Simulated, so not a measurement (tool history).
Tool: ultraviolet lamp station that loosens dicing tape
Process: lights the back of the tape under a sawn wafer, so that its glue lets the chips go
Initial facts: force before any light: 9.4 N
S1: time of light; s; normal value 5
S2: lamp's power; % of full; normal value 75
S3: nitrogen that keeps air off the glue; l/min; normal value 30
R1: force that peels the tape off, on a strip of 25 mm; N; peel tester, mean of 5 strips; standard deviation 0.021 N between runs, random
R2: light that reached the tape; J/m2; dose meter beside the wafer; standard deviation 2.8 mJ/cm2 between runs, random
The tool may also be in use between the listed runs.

run 1 hour=0 | S1=5 S2=75 S3=30 | R1=1.025 R2=3990
run 2 hour=11.1 | S1=5 S2=75 S3=30 | R1=1.037 R2=4010
run 3 hour=30.6 | S1=5 S2=75 S3=30 | R1=1.011 R2=4040
run 4 hour=41.2 | S1=5 S2=75 S3=30 | R1=0.989 R2=3970
run 5 hour=57.8 | S1=5 S2=75 S3=30 | R1=0.986 R2=3960
run 6 hour=69.2 | S1=5 S2=75 S3=30 | R1=0.966 R2=4010
run 7 hour=87.8 | S1=5 S2=75 S3=30 | R1=1.014 R2=4000
run 8 hour=104.5 | S1=5 S2=74 S3=30 | R1=1.011 R2=3950
run 9 hour=116.6 | S1=5 S2=75 S3=30 | R1=1.019 R2=4020
run 10 hour=129.6 | S1=5 S2=75 S3=30 | R1=0.978 R2=4010
run 11 hour=138.2 | S1=5 S2=75 S3=47 | R1=0.838 R2=4010
run 12 hour=153.9 | S1=5 S2=75 S3=30 | R1=1 R2=4020
run 13 hour=172.6 | S1=5 S2=75 S3=30 | R1=0.97 R2=4010
run 14 hour=188.6 | S1=5 S2=75 S3=30 | R1=0.981 R2=4010
run 15 hour=200.3 | S1=5 S2=75 S3=30 | R1=1.026 R2=4040
run 16 hour=214.5 | S1=5 S2=77 S3=30 | R1=0.934 R2=4120
run 17 hour=224.3 | S1=5 S2=75 S3=30 | R1=0.956 R2=4040
run 18 hour=233.9 | S1=5 S2=75 S3=30 | R1=0.986 R2=3990
run 19 hour=247.8 | S1=5 S2=70 S3=30 | R1=1.171 R2=3730
run 20 hour=264.9 | S1=4 S2=76 S3=20 | R1=1.806 R2=3210
run 21 hour=281.4 | S1=4 S2=76 S3=20 | R1=1.66 R2=3200
run 22 hour=290.4 | S1=4 S2=76 S3=20 | R1=1.789 R2=3260
run 23 hour=299.4 | S1=2 S2=78 S3=13 | R1=4.409 R2=1690
run 24 hour=318.1 | S1=2 S2=78 S3=13 | R1=4.329 R2=1690
run 25 hour=326.6 | S1=4 S2=97 S3=13 | R1=1.44 R2=4160
run 26 hour=340.1 | S1=4 S2=97 S3=47 | R1=0.781 R2=4140
run 27 hour=351.5 | S1=4 S2=97 S3=47 | R1=0.788 R2=4150
run 28 hour=359.9 | S1=4 S2=97 S3=47 | R1=0.796 R2=4120
-- hour=368.2 window cleaned of glue's vapour
run 29 hour=378.8 | S1=8 S2=97 S3=45 | R1=0.171 R2=8240
run 30 hour=396.5 | S1=8 S2=86 S3=45 | R1=0.21 R2=7350
run 31 hour=409 | S1=8 S2=86 S3=45 | R1=0.216 R2=7290
run 32 hour=424.3 | S1=8 S2=73 S3=52 | R1=0.279 R2=6270
run 33 hour=435.2 | S1=8 S2=73 S3=52 | R1=0.285 R2=6260

Branching from run 33: 3 alternative next runs. What would each branch give?
run A hour=452.7 | S1=4 S2=75 S3=9 | R1=? R2=?
run B hour=452.7 | S1=6 S2=81 S3=52 | R1=? R2=?
run C hour=452.7 | S1=8 S2=77 S3=52 | R1=? R2=?

run=A R1=2.453 R2=3220
run=B R1=0.444 R2=5160
run=C R1=0.248 R2=6530
What these runs would have given with no unlogged condition in the tool:
run=A R1=2.451 R2=3230
run=B R1=0.444 R2=5170
run=C R1=0.248 R2=6530

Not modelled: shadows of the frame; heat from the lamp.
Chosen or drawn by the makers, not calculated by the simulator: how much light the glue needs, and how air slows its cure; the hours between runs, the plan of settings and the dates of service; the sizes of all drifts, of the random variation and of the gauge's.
